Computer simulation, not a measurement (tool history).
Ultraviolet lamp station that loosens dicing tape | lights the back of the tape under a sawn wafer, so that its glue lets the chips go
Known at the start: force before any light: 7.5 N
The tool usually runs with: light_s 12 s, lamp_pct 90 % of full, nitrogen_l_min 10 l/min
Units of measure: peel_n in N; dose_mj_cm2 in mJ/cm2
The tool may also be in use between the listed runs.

run 1 hour=0 | light_s=12 lamp_pct=90 nitrogen_l_min=10 | peel_n=0.911 dose_mj_cm2=371
-- hour=34.1 window cleaned of glue's vapour
run 2 hour=39.4 | light_s=12 lamp_pct=90 nitrogen_l_min=10 | peel_n=0.794 dose_mj_cm2=407
-- hour=46.9 lamp changed
run 3 hour=90.8 | light_s=12 lamp_pct=64 nitrogen_l_min=10 | peel_n=0.96 dose_mj_cm2=366
run 4 hour=169.8 | light_s=12 lamp_pct=64 nitrogen_l_min=10 | peel_n=1.045 dose_mj_cm2=358
run 5 hour=222.2 | light_s=12 lamp_pct=90 nitrogen_l_min=10 | peel_n=0.533 dose_mj_cm2=497
run 6 hour=273 | light_s=10 lamp_pct=90 nitrogen_l_min=10 | peel_n=0.798 dose_mj_cm2=409
run 7 hour=308.7 | light_s=10 lamp_pct=90 nitrogen_l_min=10 | peel_n=0.819 dose_mj_cm2=399
run 8 hour=361.4 | light_s=10 lamp_pct=90 nitrogen_l_min=10 | peel_n=0.824 dose_mj_cm2=390
run 9 hour=410.1 | light_s=10 lamp_pct=90 nitrogen_l_min=10 | peel_n=0.861 dose_mj_cm2=387
run 10 hour=489.3 | light_s=10 lamp_pct=90 nitrogen_l_min=10 | peel_n=0.931 dose_mj_cm2=379
run 11 hour=535 | light_s=10 lamp_pct=90 nitrogen_l_min=10 | peel_n=0.908 dose_mj_cm2=373
run 12 hour=605.2 | light_s=10 lamp_pct=90 nitrogen_l_min=10 | peel_n=1.019 dose_mj_cm2=364
run 13 hour=649 | light_s=10 lamp_pct=90 nitrogen_l_min=10 | peel_n=1.004 dose_mj_cm2=355
run 14 hour=710.6 | light_s=10 lamp_pct=90 nitrogen_l_min=10 | peel_n=1.034 dose_mj_cm2=350
-- hour=717.8 window cleaned of glue's vapour
run 15 hour=762.1 | light_s=10 lamp_pct=90 nitrogen_l_min=10 | peel_n=0.952 dose_mj_cm2=374
run 16 hour=824.4 | light_s=11 lamp_pct=65 nitrogen_l_min=10 | peel_n=1.459 dose_mj_cm2=290
run 17 hour=882.5 | light_s=11 lamp_pct=65 nitrogen_l_min=10 | peel_n=1.556 dose_mj_cm2=282
run 18 hour=944.8 | light_s=11 lamp_pct=65 nitrogen_l_min=10 | peel_n=1.563 dose_mj_cm2=276
run 19 hour=994.2 | light_s=13 lamp_pct=93 nitrogen_l_min=8 | peel_n=0.66 dose_mj_cm2=460

Run 20 comes next. What will it give?
run 20 hour=1065.1 | light_s=10 lamp_pct=89 nitrogen_l_min=6 | peel_n=? dose_mj_cm2=?

peel_n: 1.373 N
dose_mj_cm2: 333 mJ/cm2
Minus the tool's unlogged condition, the same run would have read peel_n 0.843 N, dose_mj_cm2 436 mJ/cm2.
